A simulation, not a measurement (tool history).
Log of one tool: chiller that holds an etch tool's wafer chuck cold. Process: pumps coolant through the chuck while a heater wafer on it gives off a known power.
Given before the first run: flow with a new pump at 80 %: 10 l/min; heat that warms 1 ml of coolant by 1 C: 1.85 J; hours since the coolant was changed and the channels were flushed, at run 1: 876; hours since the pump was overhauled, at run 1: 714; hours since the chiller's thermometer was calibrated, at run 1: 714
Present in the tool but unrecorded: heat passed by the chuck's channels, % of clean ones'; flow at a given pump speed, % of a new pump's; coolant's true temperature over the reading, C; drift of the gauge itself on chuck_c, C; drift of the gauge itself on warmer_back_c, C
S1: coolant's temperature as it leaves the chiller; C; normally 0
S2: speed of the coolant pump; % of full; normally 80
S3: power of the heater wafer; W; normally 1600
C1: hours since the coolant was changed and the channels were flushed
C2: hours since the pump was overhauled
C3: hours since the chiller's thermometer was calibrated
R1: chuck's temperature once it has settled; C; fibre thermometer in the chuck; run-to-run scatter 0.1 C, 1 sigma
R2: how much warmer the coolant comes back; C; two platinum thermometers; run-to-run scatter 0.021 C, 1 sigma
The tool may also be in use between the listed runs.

{"run": 1, "hour": 0.0, "S1": 0, "S2": 80, "S3": 1600, "C1": 876, "C2": 714, "C3": 714, "R1": 19.7, "R2": 5.2}
{"run": 2, "hour": 69.9, "S1": 0, "S2": 80, "S3": 1600, "C1": 946, "C2": 783, "C3": 783, "R1": 19.9, "R2": 5.27}
{"run": 3, "hour": 188.2, "S1": 0, "S2": 80, "S3": 1600, "C1": 1064, "C2": 902, "C3": 902, "R1": 19.9, "R2": 5.25}
{"run": 4, "hour": 262.0, "S1": 0, "S2": 80, "S3": 1600, "C1": 1138, "C2": 975, "C3": 975, "R1": 19.9, "R2": 5.23}
{"run": 5, "hour": 312.6, "S1": 0, "S2": 80, "S3": 1600, "C1": 1189, "C2": 1026, "C3": 1026, "R1": 20, "R2": 5.25}
{"run": 6, "hour": 378.7, "S1": 0, "S2": 80, "S3": 1600, "C1": 1255, "C2": 1092, "C3": 1092, "R1": 20.1, "R2": 5.25}
{"run": 7, "hour": 443.1, "S1": 0, "S2": 80, "S3": 1600, "C1": 1319, "C2": 1157, "C3": 1157, "R1": 20.1, "R2": 5.29}
{"run": 8, "hour": 535.2, "S1": 0, "S2": 80, "S3": 1012, "C1": 1411, "C2": 1249, "C3": 1249, "R1": 12.7, "R2": 3.31}
{"run": 9, "hour": 600.7, "S1": 0, "S2": 80, "S3": 1012, "C1": 1477, "C2": 1314, "C3": 1314, "R1": 12.7, "R2": 3.32}
{"run": 10, "hour": 706.8, "S1": 0, "S2": 80, "S3": 1012, "C1": 1583, "C2": 1420, "C3": 1420, "R1": 13, "R2": 3.33}
{"run": 11, "hour": 809.6, "S1": 0, "S2": 80, "S3": 1012, "C1": 1686, "C2": 1523, "C3": 1523, "R1": 13.1, "R2": 3.36}
{"run": 12, "hour": 864.0, "S1": 0, "S2": 80, "S3": 1012, "C1": 1740, "C2": 1578, "C3": 1578, "R1": 13.1, "R2": 3.33}
{"run": 13, "hour": 949.9, "S1": 0, "S2": 80, "S3": 1012, "C1": 1826, "C2": 1663, "C3": 1663, "R1": 13.1, "R2": 3.34}
{"run": 14, "hour": 1002.9, "S1": 0, "S2": 80, "S3": 1600, "C1": 1879, "C2": 1716, "C3": 1716, "R1": 20.9, "R2": 5.29}
{"run": 15, "hour": 1071.7, "S1": 0, "S2": 80, "S3": 1813, "C1": 1948, "C2": 1785, "C3": 1785, "R1": 23.7, "R2": 6.05}
{"run": 16, "hour": 1130.3, "S1": 0, "S2": 90, "S3": 1813, "C1": 2006, "C2": 1844, "C3": 1844, "R1": 21.1, "R2": 5.37}
{"run": 17, "hour": 1196.8, "S1": 3, "S2": 72, "S3": 1813, "C1": 2073, "C2": 1910, "C3": 1910, "R1": 28.8, "R2": 6.69}
{"run": 18, "hour": 1295.0, "S1": 3, "S2": 72, "S3": 938, "C1": 2171, "C2": 2009, "C3": 2009, "R1": 16.7, "R2": 3.46}
{"run": 19, "hour": 1373.4, "S1": -9, "S2": 67, "S3": 1338, "C1": 2249, "C2": 2087, "C3": 2087, "R1": 11.9, "R2": 5.32}
{"run": 20, "hour": 1457.1, "S1": 5, "S2": 90, "S3": 1600, "C1": 2333, "C2": 2171, "C3": 2171, "R1": 23.9, "R2": 4.76}
{"run": 21, "hour": 1561.4, "S1": -8, "S2": 80, "S3": 2138, "C1": 2437, "C2": 2275, "C3": 2275, "R1": 20.4, "R2": 7.12}
{"run": 22, "hour": 1655.7, "S1": 4, "S2": 79, "S3": 1296, "C1": 2532, "C2": 2369, "C3": 2369, "R1": 21.5, "R2": 4.38}
{"run": 23, "hour": 1740.5, "S1": 0, "S2": 96, "S3": 1600, "C1": 2617, "C2": 2454, "C3": 2454, "R1": 18.2, "R2": 4.46}
{"run": 24, "hour": 1819.2, "S1": 0, "S2": 96, "S3": 1600, "C1": 2695, "C2": 2533, "C3": 2533, "R1": 18.4, "R2": 4.46}
{"run": 25, "hour": 1882.8, "S1": 3, "S2": 80, "S3": 2264, "C1": 2759, "C2": 2596, "C3": 2596, "R1": 33.3, "R2": 7.65}
{"run": 26, "hour": 1939.6, "S1": -6, "S2": 91, "S3": 808, "C1": 2816, "C2": 2653, "C3": 2653, "R1": 3.8, "R2": 2.39}
{"run": 27, "hour": 2031.1, "S1": 3, "S2": 91, "S3": 1846, "C1": 2907, "C2": 2745, "C3": 2745, "R1": 25.4, "R2": 5.46}
{"run": 28, "hour": 2089.9, "S1": 0, "S2": 68, "S3": 1600, "C1": 2966, "C2": 2803, "C3": 2803, "R1": 25.2, "R2": 6.33}
{"run": 29, "hour": 2158.2, "S1": 0, "S2": 68, "S3": 1600, "C1": 3034, "C2": 2872, "C3": 2872, "R1": 25.5, "R2": 6.36}
{"run": 30, "hour": 2243.6, "S1": 1, "S2": 68, "S3": 1600, "C1": 3120, "C2": 2957, "C3": 2957, "R1": 26.5, "R2": 6.36}
{"run": 31, "hour": 2337.7, "S1": 1, "S2": 68, "S3": 1600, "C1": 3214, "C2": 3051, "C3": 3051, "R1": 26.5, "R2": 6.34}

What if the next run were any one of these 3? Each begins from the tool's condition after run 31:
{"run": "A", "hour": 2417.0, "S1": 1, "S2": 68, "S3": 1600, "C1": 3293, "C2": 3131, "C3": 3131, "R1": "?", "R2": "?"}
{"run": "B", "hour": 2417.0, "S1": 7, "S2": 83, "S3": 1600, "C1": 3293, "C2": 3131, "C3": 3131, "R1": "?", "R2": "?"}
{"run": "C", "hour": 2417.0, "S1": 1, "S2": 92, "S3": 1600, "C1": 3293, "C2": 3131, "C3": 3131, "R1": "?", "R2": "?"}

run=A R1=26.8 R2=6.33
run=B R1=28.6 R2=5.27
run=C R1=20.5 R2=4.69
Had the tool no hidden state, the same runs would have come out as:
run=A R1=23.3 R2=6.04
run=B R1=25.7 R2=5.03
run=C R1=17.8 R2=4.48
